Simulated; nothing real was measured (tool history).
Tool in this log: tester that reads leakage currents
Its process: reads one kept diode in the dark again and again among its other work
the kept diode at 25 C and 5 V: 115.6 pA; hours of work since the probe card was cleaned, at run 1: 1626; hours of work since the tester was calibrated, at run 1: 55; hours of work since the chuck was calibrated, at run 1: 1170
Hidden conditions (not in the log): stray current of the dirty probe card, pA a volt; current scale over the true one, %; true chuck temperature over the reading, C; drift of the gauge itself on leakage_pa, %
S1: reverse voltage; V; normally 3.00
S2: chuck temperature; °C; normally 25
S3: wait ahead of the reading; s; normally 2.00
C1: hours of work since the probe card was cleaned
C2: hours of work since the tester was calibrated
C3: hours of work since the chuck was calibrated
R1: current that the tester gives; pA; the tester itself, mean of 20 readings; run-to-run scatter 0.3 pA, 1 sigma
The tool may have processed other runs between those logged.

| run | hour | S1 | S2 | S3 | C1 | C2 | C3 | R1 |
|---|---|---|---|---|---|---|---|---|
| 1 | 0.0 | 3.00 | 25 | 2.00 | 1626 | 55 | 1170 | 107.21 |
| 2 | 58.3 | 3.00 | 25 | 2.00 | 1651 | 80 | 1195 | 106.81 |
| 3 | 142.6 | 3.00 | 25 | 2.00 | 1686 | 115 | 1230 | 107.45 |
| 4 | 231.3 | 1.24 | 25 | 2.00 | 1723 | 151 | 1266 | 80.14 |
| 5 | 290.8 | 1.24 | 25 | 2.00 | 1747 | 176 | 1291 | 80.78 |
| 6 | 369.9 | 3.00 | 25 | 2.00 | 1780 | 209 | 1324 | 107.64 |
| 7 | 438.7 | 3.00 | 25 | 2.00 | 1809 | 238 | 1353 | 108.19 |
| 8 | 519.1 | 3.00 | 25 | 2.00 | 1842 | 271 | 1386 | 108.03 |
| 9 | 587.1 | 3.00 | 25 | 2.00 | 1870 | 299 | 1414 | 108.80 |
| 10 | 667.5 | 13.69 | 25 | 2.00 | 1904 | 333 | 1448 | 189.57 |
| 11 | 720.0 | 13.69 | 25 | 2.00 | 1926 | 354 | 1469 | 191.32 |
| 12 | 809.2 | 3.00 | 25 | 2.00 | 1963 | 391 | 1506 | 108.49 |
|  | 865.9 | probe card cleaned and baked |
| 13 | 900.7 | 3.00 | 25 | 2.00 | 14 | 428 | 1543 | 103.36 |
| 14 | 974.6 | 3.00 | 23 | 2.00 | 45 | 459 | 1574 | 89.79 |
|  | 984.3 | tester calibrated |
| 15 | 1031.8 | 13.20 | 23 | 2.00 | 68 | 20 | 1597 | 143.39 |
| 16 | 1105.6 | 13.20 | 23 | 2.00 | 99 | 50 | 1627 | 143.42 |
| 17 | 1184.6 | 13.20 | 23 | 2.00 | 132 | 83 | 1660 | 143.97 |
| 18 | 1234.5 | 13.20 | 23 | 2.00 | 152 | 104 | 1681 | 144.77 |
| 19 | 1324.6 | 13.20 | 23 | 0.77 | 190 | 141 | 1718 | 147.31 |
| 20 | 1377.9 | 6.97 | 24 | 5.39 | 212 | 163 | 1741 | 127.13 |
|  | 1416.0 | tester calibrated, once more |
| 21 | 1448.0 | 8.97 | 24 | 0.82 | 240 | 13 | 1769 | 138.67 |
| 22 | 1503.0 | 8.97 | 24 | 0.82 | 263 | 36 | 1792 | 140.80 |
| 23 | 1591.2 | 8.97 | 24 | 0.82 | 300 | 73 | 1828 | 139.87 |
| 24 | 1645.5 | 8.97 | 24 | 0.82 | 322 | 95 | 1851 | 139.81 |
| 25 | 1719.8 | 8.97 | 24 | 0.82 | 353 | 126 | 1882 | 139.56 |
| 26 | 1800.1 | 8.97 | 24 | 0.82 | 386 | 160 | 1915 | 140.38 |
| 27 | 1849.6 | 8.97 | 24 | 0.82 | 407 | 180 | 1936 | 141.36 |
| 28 | 1905.9 | 12.78 | 50 | 0.63 | 430 | 204 | 1959 | 870.76 |
| 29 | 1976.9 | 12.78 | 50 | 0.63 | 460 | 233 | 1989 | 873.19 |
| 30 | 2035.2 | 15.22 | 44 | 5.44 | 484 | 257 | 2013 | 633.05 |
| 31 | 2102.1 | 7.28 | 44 | 2.24 | 512 | 285 | 2041 | 502.39 |
| 32 | 2155.1 | 3.78 | 24 | 0.37 | 534 | 307 | 2063 | 107.78 |
| 33 | 2242.7 | 3.78 | 24 | 0.37 | 570 | 343 | 2099 | 107.91 |

Across each entry between runs, compare the hidden state at the last listed run before it with the hidden state at the first listed run after it:
From run 12 to run 13: probe card cleaned and baked (hour 865.9)
  stray current of the dirty probe card, pA a volt: 1.816 -> 0.036; current scale over the true one, %: 0.07 -> 0.06; true chuck temperature over the reading, C: 0.59 -> 0.6
  measured minus no-state result, R1: +9.76 -> +4.51 pA
From run 14 to run 15: tester calibrated (hour 984.3)
  stray current of the dirty probe card, pA a volt: 0.065 -> 0.089; current scale over the true one, %: 0.05 -> 0.06; true chuck temperature over the reading, C: 0.61 -> 0.62
  measured minus no-state result, R1: +4.11 -> +7.27 pA
From run 20 to run 21: tester calibrated, once more (hour 1416.0)
  stray current of the dirty probe card, pA a volt: 0.219 -> 0.244; current scale over the true one, %: 0.02 -> -0.04
  measured minus no-state result, R1: +7.37 -> +8.41 pA
